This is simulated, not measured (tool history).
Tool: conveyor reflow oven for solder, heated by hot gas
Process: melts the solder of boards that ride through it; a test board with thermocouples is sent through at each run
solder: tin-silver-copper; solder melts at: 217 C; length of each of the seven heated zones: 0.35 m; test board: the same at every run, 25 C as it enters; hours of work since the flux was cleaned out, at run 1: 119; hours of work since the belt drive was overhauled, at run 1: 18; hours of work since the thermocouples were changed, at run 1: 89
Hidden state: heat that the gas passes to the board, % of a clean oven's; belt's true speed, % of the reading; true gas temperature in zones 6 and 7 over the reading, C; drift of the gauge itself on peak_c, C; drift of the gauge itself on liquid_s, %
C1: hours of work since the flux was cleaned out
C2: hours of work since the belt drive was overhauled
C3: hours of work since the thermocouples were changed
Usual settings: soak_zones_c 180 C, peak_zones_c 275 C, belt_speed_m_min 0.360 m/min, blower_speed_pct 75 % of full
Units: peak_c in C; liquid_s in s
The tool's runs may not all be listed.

run 1 hour=0.0 | soak_zones_c=180 peak_zones_c=275 belt_speed_m_min=0.360 blower_speed_pct=75 | C1=119 C2=18 C3=89 | peak_c=264.1 liquid_s=102.2
run 2 hour=12.3 | soak_zones_c=180 peak_zones_c=275 belt_speed_m_min=0.360 blower_speed_pct=75 | C1=126 C2=24 C3=95 | peak_c=263.8 liquid_s=102.6
run 3 hour=25.8 | soak_zones_c=194 peak_zones_c=275 belt_speed_m_min=0.360 blower_speed_pct=75 | C1=133 C2=32 C3=103 | peak_c=265.6 liquid_s=111.5
run 4 hour=37.5 | soak_zones_c=180 peak_zones_c=275 belt_speed_m_min=0.360 blower_speed_pct=75 | C1=140 C2=38 C3=109 | peak_c=264.2 liquid_s=102.2
run 5 hour=49.1 | soak_zones_c=180 peak_zones_c=275 belt_speed_m_min=0.360 blower_speed_pct=75 | C1=146 C2=45 C3=116 | peak_c=263.6 liquid_s=102.3
run 6 hour=55.2 | soak_zones_c=180 peak_zones_c=275 belt_speed_m_min=0.360 blower_speed_pct=75 | C1=150 C2=48 C3=119 | peak_c=263.5 liquid_s=102.2
run 7 hour=62.1 | soak_zones_c=180 peak_zones_c=275 belt_speed_m_min=0.360 blower_speed_pct=75 | C1=153 C2=52 C3=123 | peak_c=263.8 liquid_s=102.1
run 8 hour=73.6 | soak_zones_c=180 peak_zones_c=275 belt_speed_m_min=0.360 blower_speed_pct=75 | C1=160 C2=58 C3=129 | peak_c=263.8 liquid_s=102.1
run 9 hour=85.6 | soak_zones_c=180 peak_zones_c=275 belt_speed_m_min=0.360 blower_speed_pct=75 | C1=166 C2=65 C3=136 | peak_c=264.0 liquid_s=102.4
run 10 hour=93.5 | soak_zones_c=180 peak_zones_c=275 belt_speed_m_min=0.360 blower_speed_pct=75 | C1=171 C2=69 C3=140 | peak_c=263.5 liquid_s=102.4
run 11 hour=101.3 | soak_zones_c=180 peak_zones_c=275 belt_speed_m_min=0.360 blower_speed_pct=50 | C1=175 C2=74 C3=145 | peak_c=258.7 liquid_s=96.9
run 12 hour=109.0 | soak_zones_c=180 peak_zones_c=275 belt_speed_m_min=0.360 blower_speed_pct=75 | C1=179 C2=78 C3=149 | peak_c=263.6 liquid_s=102.2
-- hour=113.8 belt drive overhauled, speed set with a stopwatch
run 13 hour=122.7 | soak_zones_c=180 peak_zones_c=275 belt_speed_m_min=0.360 blower_speed_pct=75 | C1=185 C2=5 C3=154 | peak_c=263.6 liquid_s=102.2
run 14 hour=129.2 | soak_zones_c=180 peak_zones_c=275 belt_speed_m_min=0.302 blower_speed_pct=75 | C1=188 C2=9 C3=158 | peak_c=267.5 liquid_s=126.2
run 15 hour=136.7 | soak_zones_c=180 peak_zones_c=275 belt_speed_m_min=0.302 blower_speed_pct=75 | C1=193 C2=13 C3=162 | peak_c=267.8 liquid_s=126.4
run 16 hour=148.4 | soak_zones_c=170 peak_zones_c=284 belt_speed_m_min=0.367 blower_speed_pct=75 | C1=199 C2=19 C3=169 | peak_c=270.0 liquid_s=99.5
run 17 hour=160.8 | soak_zones_c=180 peak_zones_c=268 belt_speed_m_min=0.330 blower_speed_pct=75 | C1=206 C2=26 C3=175 | peak_c=259.2 liquid_s=108.6
-- hour=167.7 belt drive overhauled, speed set with a stopwatch, once more
run 18 hour=175.4 | soak_zones_c=187 peak_zones_c=286 belt_speed_m_min=0.392 blower_speed_pct=86 | C1=212 C2=4 C3=181 | peak_c=273.6 liquid_s=102.6
run 19 hour=184.1 | soak_zones_c=187 peak_zones_c=275 belt_speed_m_min=0.360 blower_speed_pct=75 | C1=217 C2=9 C3=186 | peak_c=264.6 liquid_s=106.5
run 20 hour=192.5 | soak_zones_c=187 peak_zones_c=275 belt_speed_m_min=0.360 blower_speed_pct=75 | C1=221 C2=14 C3=191 | peak_c=264.2 liquid_s=106.9
run 21 hour=199.6 | soak_zones_c=187 peak_zones_c=275 belt_speed_m_min=0.360 blower_speed_pct=75 | C1=225 C2=18 C3=195 | peak_c=264.3 liquid_s=106.3
run 22 hour=213.0 | soak_zones_c=172 peak_zones_c=285 belt_speed_m_min=0.360 blower_speed_pct=68 | C1=233 C2=25 C3=202 | peak_c=270.3 liquid_s=102.2
run 23 hour=218.8 | soak_zones_c=180 peak_zones_c=285 belt_speed_m_min=0.315 blower_speed_pct=75 | C1=236 C2=28 C3=205 | peak_c=275.9 liquid_s=125.9
run 24 hour=225.1 | soak_zones_c=180 peak_zones_c=285 belt_speed_m_min=0.315 blower_speed_pct=75 | C1=239 C2=32 C3=209 | peak_c=275.8 liquid_s=126.3
run 25 hour=231.1 | soak_zones_c=180 peak_zones_c=285 belt_speed_m_min=0.315 blower_speed_pct=75 | C1=243 C2=35 C3=212 | peak_c=276.2 liquid_s=126.1
run 26 hour=239.7 | soak_zones_c=168 peak_zones_c=274 belt_speed_m_min=0.357 blower_speed_pct=60 | C1=247 C2=40 C3=217 | peak_c=258.0 liquid_s=91.4
run 27 hour=252.3 | soak_zones_c=168 peak_zones_c=274 belt_speed_m_min=0.356 blower_speed_pct=78 | C1=254 C2=47 C3=224 | peak_c=261.3 liquid_s=95.5
run 28 hour=260.6 | soak_zones_c=168 peak_zones_c=274 belt_speed_m_min=0.356 blower_speed_pct=58 | C1=259 C2=52 C3=229 | peak_c=257.8 liquid_s=91.1
run 29 hour=269.3 | soak_zones_c=171 peak_zones_c=279 belt_speed_m_min=0.356 blower_speed_pct=84 | C1=264 C2=56 C3=233 | peak_c=267.1 liquid_s=101.3
run 30 hour=281.9 | soak_zones_c=180 peak_zones_c=274 belt_speed_m_min=0.376 blower_speed_pct=75 | C1=271 C2=63 C3=240 | peak_c=260.6 liquid_s=95.5

Forecast each of these 5 alternatives for the next run:
run A hour=291.4 | soak_zones_c=180 peak_zones_c=274 belt_speed_m_min=0.376 blower_speed_pct=53 | C1=276 C2=69 C3=246 | peak_c=? liquid_s=?
run B hour=291.4 | soak_zones_c=180 peak_zones_c=275 belt_speed_m_min=0.360 blower_speed_pct=63 | C1=276 C2=69 C3=246 | peak_c=? liquid_s=?
run C hour=291.4 | soak_zones_c=180 peak_zones_c=274 belt_speed_m_min=0.376 blower_speed_pct=69 | C1=276 C2=69 C3=246 | peak_c=? liquid_s=?
run D hour=291.4 | soak_zones_c=165 peak_zones_c=274 belt_speed_m_min=0.411 blower_speed_pct=72 | C1=276 C2=69 C3=246 | peak_c=? liquid_s=?
run E hour=291.4 | soak_zones_c=180 peak_zones_c=277 belt_speed_m_min=0.309 blower_speed_pct=82 | C1=276 C2=69 C3=246 | peak_c=? liquid_s=?

run=A peak_c=256.6 liquid_s=90.7
run=B peak_c=261.2 liquid_s=99.1
run=C peak_c=260.3 liquid_s=94.6
run=D peak_c=254.9 liquid_s=74.4
run=E peak_c=269.7 liquid_s=124.4
Without the tool's hidden state the same runs would have given:
run=A peak_c=257.9 liquid_s=92.3
run=B peak_c=262.5 liquid_s=100.5
run=C peak_c=261.8 liquid_s=96.1
run=D peak_c=257.1 liquid_s=77.0
run=E peak_c=270.7 liquid_s=125.1
